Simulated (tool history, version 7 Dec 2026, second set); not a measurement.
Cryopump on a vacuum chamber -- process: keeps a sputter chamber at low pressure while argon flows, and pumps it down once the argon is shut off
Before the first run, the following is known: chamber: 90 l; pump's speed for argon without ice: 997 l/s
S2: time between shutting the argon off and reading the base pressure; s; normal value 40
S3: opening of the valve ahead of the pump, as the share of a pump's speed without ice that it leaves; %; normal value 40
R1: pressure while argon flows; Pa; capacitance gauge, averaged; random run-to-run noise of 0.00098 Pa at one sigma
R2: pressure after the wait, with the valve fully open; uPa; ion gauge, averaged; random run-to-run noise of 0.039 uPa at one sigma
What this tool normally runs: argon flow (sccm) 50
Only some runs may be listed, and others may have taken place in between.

Run 1, hour 0.0: usual settings. Result: R1 0.2220 Pa, R2 3.57 uPa.
Run 2, hour 81.4: usual settings. Result: R1 0.2225 Pa, R2 3.51 uPa.
Run 3, hour 123.9: usual settings. Result: R1 0.2221 Pa, R2 3.64 uPa.
Run 4, hour 201.9: usual settings. Result: R1 0.2243 Pa, R2 3.65 uPa.
Run 5, hour 251.9: usual settings. Result: R1 0.2264 Pa, R2 3.58 uPa.
Run 6, hour 315.5: usual settings but argon flow (sccm) 39. Result: R1 0.1779 Pa, R2 3.65 uPa.
Run 7, hour 395.8: usual settings but argon flow (sccm) 39. Result: R1 0.1778 Pa, R2 3.82 uPa.
Run 8, hour 458.0: usual settings but argon flow (sccm) 39. Result: R1 0.1798 Pa, R2 2.40 uPa.
Run 9, hour 522.5: usual settings but argon flow (sccm) 39. Result: R1 0.1668 Pa, R2 2.30 uPa.
Run 10, hour 565.7: usual settings but argon flow (sccm) 39. Result: R1 0.1652 Pa, R2 2.31 uPa.
Run 11, hour 606.8: usual settings but argon flow (sccm) 69. Result: R1 0.2974 Pa, R2 2.26 uPa.
Run 12, hour 656.7: usual settings but argon flow (sccm) 73. Result: R1 0.3159 Pa, R2 2.31 uPa.
Run 13, hour 726.4: usual settings but argon flow (sccm) 73, S3 21 %. Result: R1 0.5970 Pa, R2 2.34 uPa.
Run 14, hour 771.9: usual settings but argon flow (sccm) 73, S3 21 %. Result: R1 0.5975 Pa, R2 2.33 uPa.
Run 15, hour 846.1: usual settings but S2 166 s. Result: R1 0.2177 Pa, R2 0.88 uPa.
Run 16, hour 917.1: usual settings but argon flow (sccm) 24. Result: R1 0.1054 Pa, R2 2.47 uPa.
Run 17, hour 973.6: usual settings but argon flow (sccm) 24. Result: R1 0.1061 Pa, R2 2.47 uPa.
Run 18, hour 1019.5: usual settings but argon flow (sccm) 83, S2 189 s, S3 38 %. Result: R1 0.3862 Pa, R2 0.92 uPa.
Run 19, hour 1092.4: usual settings but argon flow (sccm) 74, S2 22 s, S3 52 %. Result: R1 0.2560 Pa, R2 4.01 uPa.
Run 20, hour 1172.7: usual settings but argon flow (sccm) 67, S2 33 s, S3 50 %. Result: R1 0.2427 Pa, R2 2.90 uPa.
Run 21, hour 1235.9: usual settings but S3 49 %. Result: R1 0.1856 Pa, R2 2.53 uPa.
Run 22, hour 1308.1: usual settings but S3 49 %. Result: R1 0.1881 Pa, R2 2.59 uPa.
Run 23, hour 1387.8: usual settings but S3 49 %. Result: R1 0.1886 Pa, R2 2.59 uPa.
Run 24, hour 1423.1: usual settings but S3 49 %. Result: R1 0.1913 Pa, R2 2.55 uPa.
Run 25, hour 1499.9: usual settings but argon flow (sccm) 37, S2 58 s, S3 16 %. Result: R1 0.4050 Pa, R2 1.91 uPa.
Run 26, hour 1551.8: usual settings but argon flow (sccm) 88. Result: R1 0.3750 Pa, R2 2.56 uPa.
Run 27, hour 1613.5: usual settings but argon flow (sccm) 39, S2 63 s, S3 34 %. Result: R1 0.1966 Pa, R2 1.81 uPa.
Run 28, hour 1651.6: usual settings but argon flow (sccm) 26, S2 63 s, S3 37 %. Result: R1 0.1214 Pa, R2 1.79 uPa.
Run 29, hour 1734.1: usual settings but argon flow (sccm) 92, S2 25 s, S3 25 %. Result: R1 0.6352 Pa, R2 3.74 uPa.
Run 30, hour 1805.7: usual settings but argon flow (sccm) 92, S2 25 s, S3 25 %. Result: R1 0.6358 Pa, R2 3.77 uPa.
Run 31, hour 1865.6: usual settings but S2 185 s. Result: R1 0.2191 Pa, R2 1.06 uPa.
Run 32, hour 1938.3: usual settings but argon flow (sccm) 35, S2 76 s. Result: R1 0.1545 Pa, R2 1.67 uPa.
Run 33, hour 2003.4: usual settings but argon flow (sccm) 30, S2 45 s, S3 27 %. Result: R1 0.1936 Pa, R2 2.44 uPa.
Run 34, hour 2039.3: usual settings but argon flow (sccm) 30, S2 45 s. Result: R1 0.1341 Pa, R2 2.48 uPa.

Missing from the log above: 3 entries noted between runs. For each, name the pair of listed runs it sits between and say how the tool's hidden condition differs from the listed run just before to the listed run just after:
Between runs 7 and 8: leaking fittings of the chamber tightened, without venting (hour 441.3)
  pump's speed, % of a pump's without ice: 83.7 -> 82.8; cold plate's temperature, K: 12.49 -> 12.51; leak into the chamber, uPa l/s: 1489 -> 325
  measured result minus the result with no hidden state, R1: +0.0136 -> +0.0145 Pa; R2: +1.53 -> +0.10 uPa
Between runs 8 and 9: pump warmed up, emptied and cooled again (hour 485.7)
  pump's speed, % of a pump's without ice: 82.8 -> 98.6; cold plate's temperature, K: 12.51 -> 12.52; leak into the chamber, uPa l/s: 325 -> 336
  measured result minus the result with no hidden state, R1: +0.0145 -> +0.0017 Pa; R2: +0.10 -> +0.04 uPa
Between runs 25 and 26: pump warmed up, emptied and cooled again (hour 1525.5)
  pump's speed, % of a pump's without ice: 82.9 -> 99.1; cold plate's temperature, K: 12.74 -> 12.75; leak into the chamber, uPa l/s: 534 -> 545
  measured result minus the result with no hidden state, R1: +0.0140 -> +0.0037 Pa; R2: +0.34 -> +0.27 uPa
